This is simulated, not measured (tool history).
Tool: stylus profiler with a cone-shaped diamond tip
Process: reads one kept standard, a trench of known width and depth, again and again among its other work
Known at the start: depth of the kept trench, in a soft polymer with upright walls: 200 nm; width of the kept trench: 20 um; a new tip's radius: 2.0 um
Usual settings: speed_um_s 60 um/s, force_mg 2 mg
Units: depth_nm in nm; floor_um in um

Run 1, hour 0: usual settings. Result: depth_nm 201.56 nm, floor_um 17.47 um.
Run 2, hour 17.1: usual settings. Result: depth_nm 201.65 nm, floor_um 17.49 um.
Run 3, hour 33.6: usual settings. Result: depth_nm 201.61 nm, floor_um 17.47 um.
Run 4, hour 46.6: usual settings. Result: depth_nm 201.85 nm, floor_um 17.43 um.
Run 5, hour 65.1: usual settings but speed_um_s 73 um/s. Result: depth_nm 201.83 nm, floor_um 17.34 um.
Run 6, hour 82.9: usual settings but speed_um_s 73 um/s. Result: depth_nm 201.72 nm, floor_um 17.32 um.
Run 7, hour 94.5: usual settings but force_mg 0.8 mg. Result: depth_nm 201.16 nm, floor_um 17.19 um.
Run 8, hour 110.7: usual settings. Result: depth_nm 201.58 nm, floor_um 17.48 um.
Run 9, hour 119.6: usual settings. Result: depth_nm 201.54 nm, floor_um 17.43 um.
Run 10, hour 130.5: usual settings. Result: depth_nm 201.68 nm, floor_um 17.38 um.
Run 11, hour 145.9: usual settings. Result: depth_nm 201.6 nm, floor_um 17.46 um.
Run 12, hour 158.7: usual settings. Result: depth_nm 201.77 nm, floor_um 17.43 um.
Run 13, hour 167.9: usual settings but force_mg 1.68 mg. Result: depth_nm 201.82 nm, floor_um 17.33 um.
Run 14, hour 179.5: usual settings. Result: depth_nm 201.89 nm, floor_um 17.41 um.
Run 15, hour 194.8: usual settings. Result: depth_nm 201.9 nm, floor_um 17.38 um.
Run 16, hour 206.5: usual settings. Result: depth_nm 201.84 nm, floor_um 17.37 um.
Run 17, hour 217.6: usual settings. Result: depth_nm 201.76 nm, floor_um 17.33 um.
Run 18, hour 227: usual settings. Result: depth_nm 201.76 nm, floor_um 17.4 um.
Run 19, hour 237.6: usual settings. Result: depth_nm 201.78 nm, floor_um 17.42 um.
Run 20, hour 246.8: usual settings. Result: depth_nm 201.98 nm, floor_um 17.35 um.
Run 21, hour 258.7: usual settings but speed_um_s 95 um/s, force_mg 0.71 mg. Result: depth_nm 201.15 nm, floor_um 16.64 um.
At hour 260.8: height scale calibrated on a step standard.
Run 22, hour 271.2: usual settings but speed_um_s 30 um/s, force_mg 5.58 mg. Result: depth_nm 203.16 nm, floor_um 17.68 um.
Run 23, hour 289.2: usual settings but speed_um_s 30 um/s, force_mg 5.58 mg. Result: depth_nm 202.81 nm, floor_um 17.67 um.
Run 24, hour 302.8: usual settings but speed_um_s 30 um/s, force_mg 5.58 mg. Result: depth_nm 203.22 nm, floor_um 17.65 um.
Run 25, hour 314.5: usual settings but speed_um_s 30 um/s, force_mg 5.58 mg. Result: depth_nm 203.13 nm, floor_um 17.68 um.
Run 26, hour 330.3: usual settings but speed_um_s 47 um/s, force_mg 0.75 mg. Result: depth_nm 201.51 nm, floor_um 17.22 um.
Run 27, hour 347.3: usual settings but speed_um_s 47 um/s, force_mg 0.75 mg. Result: depth_nm 201.52 nm, floor_um 17.24 um.
At hour 357.5: height scale calibrated on a step standard, once more.
Run 28, hour 364.8: usual settings but speed_um_s 47 um/s, force_mg 1.61 mg. Result: depth_nm 200.84 nm, floor_um 17.39 um.
Run 29, hour 381.6: usual settings but speed_um_s 133 um/s, force_mg 0.99 mg. Result: depth_nm 200.68 nm, floor_um 16.43 um.
Run 30, hour 389.3: usual settings but speed_um_s 91 um/s, force_mg 3.81 mg. Result: depth_nm 201.57 nm, floor_um 17.3 um.
Run 31, hour 405.4: usual settings but speed_um_s 17 um/s, force_mg 4.29 mg. Result: depth_nm 202.01 nm, floor_um 17.63 um.
Run 32, hour 422.7: usual settings but speed_um_s 17 um/s, force_mg 4.29 mg. Result: depth_nm 201.73 nm, floor_um 17.64 um.
Run 33, hour 430.7: usual settings but speed_um_s 169 um/s, force_mg 2.76 mg. Result: depth_nm 201.49 nm, floor_um 16.67 um.
Run 34, hour 438.8: usual settings but speed_um_s 169 um/s, force_mg 2.76 mg. Result: depth_nm 201.39 nm, floor_um 16.75 um.
Run 35, hour 456.9: usual settings but speed_um_s 193 um/s, force_mg 2.59 mg. Result: depth_nm 201.55 nm, floor_um 16.46 um.
Run 36, hour 468.4: usual settings but speed_um_s 140 um/s, force_mg 5.18 mg. Result: depth_nm 201.95 nm, floor_um 17.09 um.
Run 37, hour 480.2: usual settings but speed_um_s 113 um/s, force_mg 2.2 mg. Result: depth_nm 201.23 nm, floor_um 16.93 um.
Run 38, hour 494.1: usual settings but speed_um_s 41 um/s, force_mg 0.98 mg. Result: depth_nm 200.79 nm, floor_um 17.33 um.
Run 39, hour 506.6: usual settings but speed_um_s 30 um/s, force_mg 0.94 mg. Result: depth_nm 200.86 nm, floor_um 17.46 um.

The same runs without the tool's hidden state, with the same run-to-run variation:
The hidden state here: radius of the tip, um; height scale over the true one, %; drift of the gauge itself on depth_nm, %; drift of the gauge itself on floor_um, %.
run  depth_nm  floor_um
  1    201.03     17.82
  2     201.1     17.86
  3    201.05     17.84
  4    201.29      17.8
  5    201.25     17.73
  6    201.13     17.71
  7    200.57     17.58
  8    200.97     17.88
  9    200.93     17.83
 10    201.06     17.78
 11    200.97     17.87
 12    201.13     17.84
 13    201.18     17.75
 14    201.23     17.83
 15    201.24     17.81
 16    201.18      17.8
 17    201.09     17.77
 18    201.08     17.84
 19     201.1     17.86
 20    201.29      17.8
 21    200.45     17.09
 22    202.35     18.13
 23    201.99     18.13
 24    202.39     18.12
 25     202.3     18.16
 26    200.67      17.7
 27    200.67     17.73
 28    200.82     17.88
 29    200.66     16.93
 30    201.54      17.8
 31    201.97     18.14
 32    201.67     18.16
 33    201.44     17.18
 34    201.33     17.26
 35    201.47     16.98
 36    201.87     17.62
 37    201.14     17.47
 38    200.69     17.87
 39    200.76        18
